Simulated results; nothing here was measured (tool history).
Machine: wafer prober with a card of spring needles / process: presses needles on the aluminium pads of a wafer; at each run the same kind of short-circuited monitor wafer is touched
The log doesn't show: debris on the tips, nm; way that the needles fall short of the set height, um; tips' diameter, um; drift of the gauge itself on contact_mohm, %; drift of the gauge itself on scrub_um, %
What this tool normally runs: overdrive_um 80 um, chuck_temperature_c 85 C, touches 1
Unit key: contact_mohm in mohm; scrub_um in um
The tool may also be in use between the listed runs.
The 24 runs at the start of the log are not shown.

run	hour	overdrive_um	chuck_temperature_c	touches	touches since the tips were cleaned	cleanings since the card got new needles	touches since the first contact's height was set	contact_mohm	scrub_um
# hour 619.7: tips cleaned on abrasive film
25	621.7	80	40	1	336	31	16249	151	11.44
26	645.1	80	40	1	4332	31	20245	172	11.49
# hour 661.1: tips cleaned on abrasive film
27	661.1	80	40	1	0	32	22959	151	11.47
28	700.4	80	85	1	6697	32	29656	183	11.47
# hour 702.2: tips cleaned on abrasive film
29	728.0	65	55	1	4398	33	34342	190	9.28
# hour 743.0: tips cleaned on abrasive film
30	763.0	80	85	1	3394	34	40287	169	11.50
# hour 785.5: tips cleaned on abrasive film
31	792.2	80	53	1	1153	35	45264	159	11.47
# hour 825.7: tips cleaned on abrasive film
32	830.4	74	106	1	793	36	51748	167	10.56
33	861.5	90	85	1	6102	36	57057	172	12.83
# hour 866.6: tips cleaned on abrasive film
34	891.0	79	31	1	4152	37	62067	170	11.26

Below are 3 alternative next runs, each starting from the tool's condition after run 34. Predict each:
# hour 908.2: tips cleaned on abrasive film
A	912.8	61	60	1	785	38	65767	?	?
# hour 908.2: tips cleaned on abrasive film
B	912.8	96	31	1	785	38	65767	?	?
# hour 908.2: tips cleaned on abrasive film
C	912.8	61	29	1	785	38	65767	?	?

run	contact_mohm	scrub_um
A	170	8.68
B	150	13.71
C	165	8.63
Had the tool no hidden state, the same runs would have come out as:
run	contact_mohm	scrub_um
A	155	8.82
B	143	13.85
C	149	8.77
